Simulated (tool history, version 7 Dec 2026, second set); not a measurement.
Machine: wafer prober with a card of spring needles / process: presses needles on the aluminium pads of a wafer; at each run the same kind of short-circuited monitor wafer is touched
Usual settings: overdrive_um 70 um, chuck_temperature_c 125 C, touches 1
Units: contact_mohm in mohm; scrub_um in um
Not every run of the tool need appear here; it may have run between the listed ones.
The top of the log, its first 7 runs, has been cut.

run   hour  overdrive_um  chuck_temperature_c  touches  touches since the tips were cleaned  cleanings since the card got new needles  touches since the first contact's height was set  contact_mohm  scrub_um
     109.0  -- tips cleaned on abrasive film
  8  112.5            70                  125        1                                  909                                        73                                             13484           222     12.64
     122.6  -- tips cleaned on abrasive film
  9  131.2            70                  125        1                                 2254                                        74                                             18386           213     12.60
     137.2  -- tips cleaned on abrasive film
 10  143.4            70                  125        1                                 1616                                        75                                             21561           215     12.60
     151.7  -- tips cleaned on abrasive film
 11  156.7            70                  125        1                                 1306                                        76                                             25035           214     12.70
     166.0  -- tips cleaned on abrasive film
 12  172.5            70                  125        1                                 1724                                        77                                             29173           213     12.72
     180.7  -- tips cleaned on abrasive film
     194.7  -- tips cleaned on abrasive film
 13  196.0            70                  125        1                                  333                                        79                                             35299           216     12.75
     208.7  -- tips cleaned on abrasive film
 14  211.2            70                  125        1                                  638                                        80                                             39263           212     12.69
     223.1  -- tips cleaned on abrasive film
 15  232.6            70                  125        2                                 2513                                        81                                             44878           217     12.74
     237.0  -- tips cleaned on abrasive film
     250.2  -- tips cleaned on abrasive film
 16  255.1            70                  125        1                                 1275                                        83                                             50736           215     12.74
     263.5  -- tips cleaned on abrasive film
     277.1  -- tips cleaned on abrasive film
 17  277.1            70                   98        2                                    0                                        85                                             56484           209     12.76
     290.4  -- tips cleaned on abrasive film
 18  290.4            70                   98        2                                    0                                        86                                             59949           207     12.73
     304.0  -- tips cleaned on abrasive film
 19  308.5            70                   98        2                                 1200                                        87                                             64692           208     12.76
     312.0  -- height of the first contact set anew
     318.3  -- tips cleaned on abrasive film
 20  323.2            70                   93        2                                 1298                                        88                                              2941           210     12.82
     332.8  -- tips cleaned on abrasive film
 21  343.1            70                   26        1                                 2702                                        89                                              8130           194     12.84
     347.0  -- tips cleaned on abrasive film
     360.7  -- tips cleaned on abrasive film
 22  360.7            78                   61        2                                    0                                        91                                             12706           202     14.34
     374.7  -- tips cleaned on abrasive film
 23  379.5            56                   27        2                                 1249                                        92                                             17633           198     10.26
     388.0  -- tips cleaned on abrasive film
 24  392.2            56                   27        2                                 1101                                        93                                             20939           192     10.25
     402.1  -- tips cleaned on abrasive film
 25  411.9            56                   27        2                                 2577                                        94                                             26112           197     10.32
     416.4  -- tips cleaned on abrasive film
 26  423.2            79                  125        1                                 1791                                        95                                             29051           211     14.62
     429.8  -- tips cleaned on abrasive film
 27  439.1            79                  125        1                                 2443                                        96                                             33202           218     14.58
     441.6  -- gauge calibrated
     443.4  -- tips cleaned on abrasive film
 28  450.0            81                  125        1                                 1733                                        97                                             36041           213     14.56
     456.8  -- tips cleaned on abrasive film
 29  459.6            86                   26        1                                  739                                        98                                             38560           192     15.41
     470.9  -- tips cleaned on abrasive film
 30  477.8            70                   72        2                                 1822                                        99                                             43317           205     12.56
     485.7  -- tips cleaned on abrasive film
 31  497.1            70                   72        2                                 3006                                       100                                             48363           204     12.57
     499.8  -- tips cleaned on abrasive film
 32  512.4            58                   71        1                                 3299                                       101                                             52355           208     10.43

Alternative continuations, all from the tool just after run 32; predict every row:
     514.6  -- tips cleaned on abrasive film
  A  525.4            52                   71        2                                 2826                                       102                                             55752             ?         ?
     514.6  -- tips cleaned on abrasive film
  B  525.4            80                  125        1                                 2826                                       102                                             55752             ?         ?
     514.6  -- tips cleaned on abrasive film
  C  525.4            57                  109        2                                 2826                                       102                                             55752             ?         ?
     514.6  -- tips cleaned on abrasive film
  D  525.4            60                   58        2                                 2826                                       102                                             55752             ?         ?

run  contact_mohm  scrub_um
  A           211      9.39
  B           217     14.36
  C           216     10.26
  D           203     10.79
With the hidden condition removed and each run's random variation left untouched, the same runs would have given:
run  contact_mohm  scrub_um
  A           210      9.35
  B           216     14.29
  C           216     10.21
  D           202     10.73
